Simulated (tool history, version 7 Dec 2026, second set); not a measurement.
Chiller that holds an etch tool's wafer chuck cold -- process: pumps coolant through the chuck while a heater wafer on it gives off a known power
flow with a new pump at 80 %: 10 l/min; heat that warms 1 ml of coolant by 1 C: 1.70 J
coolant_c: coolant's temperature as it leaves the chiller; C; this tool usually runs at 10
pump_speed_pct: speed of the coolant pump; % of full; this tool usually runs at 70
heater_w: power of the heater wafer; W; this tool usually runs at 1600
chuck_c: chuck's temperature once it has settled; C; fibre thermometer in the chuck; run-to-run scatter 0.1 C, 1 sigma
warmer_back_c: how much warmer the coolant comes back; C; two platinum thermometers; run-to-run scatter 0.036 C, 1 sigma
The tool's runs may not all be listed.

| run | hour | coolant_c | pump_speed_pct | heater_w | chuck_c | warmer_back_c |
|---|---|---|---|---|---|---|
| 1 | 0 | 10 | 70 | 1600 | 22.7 | 6.71 |
| 2 | 25.6 | 10 | 70 | 1600 | 22.9 | 6.64 |
| 3 | 61.2 | 10 | 70 | 2180 | 27.5 | 9.25 |
| 4 | 108 | 10 | 70 | 2180 | 27.4 | 9.13 |
| 5 | 131.5 | 10 | 70 | 2180 | 27.5 | 9.14 |
| 6 | 160.2 | 10 | 70 | 2180 | 27.4 | 9.18 |
| 7 | 192 | 10 | 70 | 2180 | 27.5 | 9.13 |
| 8 | 212.5 | 3 | 70 | 2180 | 20.7 | 9.23 |
| 9 | 243.2 | 3 | 70 | 2180 | 20.8 | 9.13 |
| 10 | 273.3 | 17 | 70 | 1600 | 30.1 | 6.71 |
| 11 | 297.8 | 10 | 66 | 1886 | 26.2 | 8.46 |
| 12 | 337.8 | 11 | 91 | 1600 | 21.6 | 5.19 |

Hidden state or all else? Some run-to-run changes of chuck_c, split into what the settings, what came in and random variation would give without the hidden state, and what is left for the hidden state (with any gauge scatter that isn't in both results):
What the log doesn't record here: heat passed by the chuck's channels, % of clean ones'; flow at a given pump speed, % of a new pump's; coolant's true temperature over the reading, C; drift of the gauge itself on chuck_c, C; drift of the gauge itself on warmer_back_c, C.
Run 2 -> 3: heater_w 1600 -> 2180. chuck_c +4.6 C: hidden state +0.4, all else +4.2.
Run 9 -> 10: coolant_c 3 -> 17, heater_w 2180 -> 1600. chuck_c +9.3 C: hidden state -0.4, all else +9.7.
